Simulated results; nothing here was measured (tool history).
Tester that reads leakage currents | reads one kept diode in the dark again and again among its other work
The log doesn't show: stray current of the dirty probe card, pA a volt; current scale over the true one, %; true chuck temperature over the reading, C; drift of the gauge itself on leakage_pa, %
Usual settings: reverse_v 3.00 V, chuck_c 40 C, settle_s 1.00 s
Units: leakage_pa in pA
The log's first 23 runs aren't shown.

run,day,reverse_v,chuck_c,settle_s,hours of work since the probe card was cleaned,hours of work since the tester was calibrated,hours of work since the chuck was calibrated,leakage_pa
24,184.429,1.14,22,1.00,1842,3592,137,88.78
25,189.933,3.00,27,2.01,1896,3646,192,191.01
26,196.667,3.00,27,2.01,1963,3713,259,191.91
27,206.679,1.08,30,2.01,2062,3812,358,159.04
28,213.188,2.25,24,1.79,2127,3876,422,138.14
# day 214.154: tester calibrated
29,217.804,3.55,37,4.24,2171,36,467,416.10
30,223.342,3.55,37,4.24,2226,91,522,419.03
31,228.712,16.54,50,1.00,2279,144,575,1848.86
32,233.717,3.21,25,0.42,2329,194,625,174.53
33,241.558,2.91,23,0.42,2407,271,702,144.73
34,248.688,6.25,55,2.14,2477,342,773,1731.20
35,255.625,1.53,37,1.43,2546,411,842,304.40
36,264.721,16.77,45,2.31,2636,501,932,1357.03

Forecast run 37:
37,271.679,3.00,25,0.98,2705,570,1001,?

Run 37 gave leakage_pa 170.95 pA.
Without the tool's hidden state the same run would have given leakage_pa 157.74 pA.

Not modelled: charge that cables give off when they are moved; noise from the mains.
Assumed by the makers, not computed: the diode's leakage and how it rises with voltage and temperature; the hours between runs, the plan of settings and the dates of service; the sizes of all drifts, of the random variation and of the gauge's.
